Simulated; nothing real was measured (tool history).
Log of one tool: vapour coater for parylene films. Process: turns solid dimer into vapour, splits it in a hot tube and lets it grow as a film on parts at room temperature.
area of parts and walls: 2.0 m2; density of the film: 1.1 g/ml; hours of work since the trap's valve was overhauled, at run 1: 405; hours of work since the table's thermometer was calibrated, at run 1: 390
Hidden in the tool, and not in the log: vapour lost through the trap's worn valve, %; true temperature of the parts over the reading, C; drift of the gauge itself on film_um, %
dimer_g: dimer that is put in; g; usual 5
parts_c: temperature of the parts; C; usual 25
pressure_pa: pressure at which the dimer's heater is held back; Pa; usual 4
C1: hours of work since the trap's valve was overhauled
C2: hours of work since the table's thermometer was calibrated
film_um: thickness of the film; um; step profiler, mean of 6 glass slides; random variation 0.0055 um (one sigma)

run 1 day=0 | dimer_g=5 parts_c=25 pressure_pa=4 | C1=405 C2=390 | film_um=1.174
run 2 day=0.354 | dimer_g=5 parts_c=25 pressure_pa=4 | C1=409 C2=394 | film_um=1.177
run 3 day=1.158 | dimer_g=5 parts_c=25 pressure_pa=4.46 | C1=420 C2=405 | film_um=1.179
run 4 day=1.571 | dimer_g=5 parts_c=27 pressure_pa=4 | C1=426 C2=411 | film_um=1.136
run 5 day=2.308 | dimer_g=5 parts_c=18 pressure_pa=4 | C1=436 C2=420 | film_um=1.341
run 6 day=2.692 | dimer_g=5 parts_c=30 pressure_pa=4 | C1=441 C2=425 | film_um=1.072
run 7 day=3.221 | dimer_g=5 parts_c=30 pressure_pa=4 | C1=448 C2=433 | film_um=1.072
run 8 day=3.688 | dimer_g=5 parts_c=30 pressure_pa=4 | C1=454 C2=439 | film_um=1.069
run 9 day=4.2 | dimer_g=3 parts_c=30 pressure_pa=4 | C1=461 C2=446 | film_um=0.646
run 10 day=4.775 | dimer_g=3 parts_c=30 pressure_pa=4 | C1=469 C2=453 | film_um=0.642
run 11 day=5.546 | dimer_g=3 parts_c=30 pressure_pa=4 | C1=479 C2=464 | film_um=0.636
-- day=5.888 trap's valve overhauled
run 12 day=6.496 | dimer_g=2 parts_c=25 pressure_pa=4 | C1=8 C2=474 | film_um=0.494
run 13 day=7.183 | dimer_g=2 parts_c=25 pressure_pa=4 | C1=17 C2=483 | film_um=0.496
run 14 day=7.683 | dimer_g=5 parts_c=25 pressure_pa=4 | C1=24 C2=490 | film_um=1.239
run 15 day=8.096 | dimer_g=5 parts_c=25 pressure_pa=4 | C1=30 C2=496 | film_um=1.242
run 16 day=8.875 | dimer_g=5 parts_c=25 pressure_pa=4 | C1=40 C2=506 | film_um=1.248
run 17 day=9.221 | dimer_g=4 parts_c=25 pressure_pa=7.88 | C1=45 C2=511 | film_um=0.94
run 18 day=9.742 | dimer_g=4 parts_c=25 pressure_pa=7.88 | C1=52 C2=518 | film_um=0.957
run 19 day=10.142 | dimer_g=4 parts_c=25 pressure_pa=7.88 | C1=57 C2=523 | film_um=0.948
run 20 day=10.579 | dimer_g=4 parts_c=25 pressure_pa=7.88 | C1=63 C2=529 | film_um=0.959
run 21 day=11.275 | dimer_g=4 parts_c=25 pressure_pa=7.88 | C1=72 C2=538 | film_um=0.958
run 22 day=11.829 | dimer_g=4 parts_c=25 pressure_pa=7.88 | C1=79 C2=545 | film_um=0.95
run 23 day=12.667 | dimer_g=5 parts_c=22 pressure_pa=3.95 | C1=91 C2=557 | film_um=1.293
run 24 day=13.2 | dimer_g=2 parts_c=30 pressure_pa=4 | C1=98 C2=564 | film_um=0.453
run 25 day=13.667 | dimer_g=2 parts_c=30 pressure_pa=4 | C1=104 C2=570 | film_um=0.446
run 26 day=14.046 | dimer_g=7 parts_c=17 pressure_pa=2.24 | C1=109 C2=575 | film_um=2.045
run 27 day=14.817 | dimer_g=2 parts_c=25 pressure_pa=2.39 | C1=119 C2=585 | film_um=0.506
run 28 day=15.579 | dimer_g=5 parts_c=22 pressure_pa=4 | C1=130 C2=596 | film_um=1.293
run 29 day=16.171 | dimer_g=5 parts_c=21 pressure_pa=3.02 | C1=137 C2=603 | film_um=1.333

How the hidden state differs across the entries between the runs, from the last listed run before each to the first after it:
Between runs 11 and 12: trap's valve overhauled (day 5.888)
  vapour lost through the trap's worn valve, %: 6.2 -> 0.6; true temperature of the parts over the reading, C: -0.19 -> -0.2
  measured less the result without the state, film_um: -0.041 -> -0.001 um
